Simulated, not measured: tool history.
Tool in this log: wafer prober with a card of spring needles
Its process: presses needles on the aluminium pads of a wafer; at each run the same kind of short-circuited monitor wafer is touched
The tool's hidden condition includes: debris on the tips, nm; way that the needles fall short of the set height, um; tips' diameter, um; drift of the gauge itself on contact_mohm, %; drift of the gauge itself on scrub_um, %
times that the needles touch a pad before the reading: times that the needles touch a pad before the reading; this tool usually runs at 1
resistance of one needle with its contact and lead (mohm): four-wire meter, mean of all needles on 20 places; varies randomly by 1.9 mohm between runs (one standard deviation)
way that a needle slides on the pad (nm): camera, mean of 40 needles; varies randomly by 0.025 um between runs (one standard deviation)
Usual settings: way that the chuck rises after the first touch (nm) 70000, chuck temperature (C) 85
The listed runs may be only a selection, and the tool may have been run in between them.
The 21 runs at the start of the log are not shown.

run	hour	way that the chuck rises after the first touch (nm)	chuck temperature (C)	times that the needles touch a pad before the reading	touches since the tips were cleaned	cleanings since the card got new needles	touches since the first contact's height was set	resistance of one needle with its contact and lead (mohm)	way that a needle slides on the pad (nm)
# hour 442.3: tips cleaned on abrasive film
22	445.2	59000	99	2	767	35	118030	216	12530
23	458.9	60000	85	2	4409	35	121672	217	12760
# hour 468.6: tips cleaned on abrasive film
# hour 480.3: height of the first contact set anew
24	482.1	70000	27	2	3511	36	465	194	15130
# hour 493.9: tips cleaned on abrasive film
25	495.7	80000	83	2	464	37	4069	203	17210
26	509	79000	79	1	4015	37	7620	208	17030
# hour 520.8: tips cleaned on abrasive film
27	529.6	79000	79	1	2354	38	13073	207	17050
# hour 545.2: tips cleaned on abrasive film
28	546.1	86000	37	2	222	39	17421	192	18500
29	567.1	54000	37	2	5837	39	23036	207	11600
# hour 571.9: tips cleaned on abrasive film
30	593.6	54000	37	2	5780	40	30056	210	11590
# hour 597.2: tips cleaned on abrasive film
31	620.5	54000	85	3	6191	41	37174	220	11620

What does the tool deliver on the next run?
# hour 623.1: tips cleaned on abrasive film
# hour 647.7: tips cleaned on abrasive film
32	650.8	90000	47	3	830	43	45191	?	?

{"run 32": {"resistance of one needle with its contact and lead (mohm)": 194, "way that a needle slides on the pad (nm)": 19310}}
Were there no unlogged condition in the tool, this run, its random variation unchanged, would have produced resistance of one needle with its contact and lead (mohm) 193, way that a needle slides on the pad (nm) 19380.
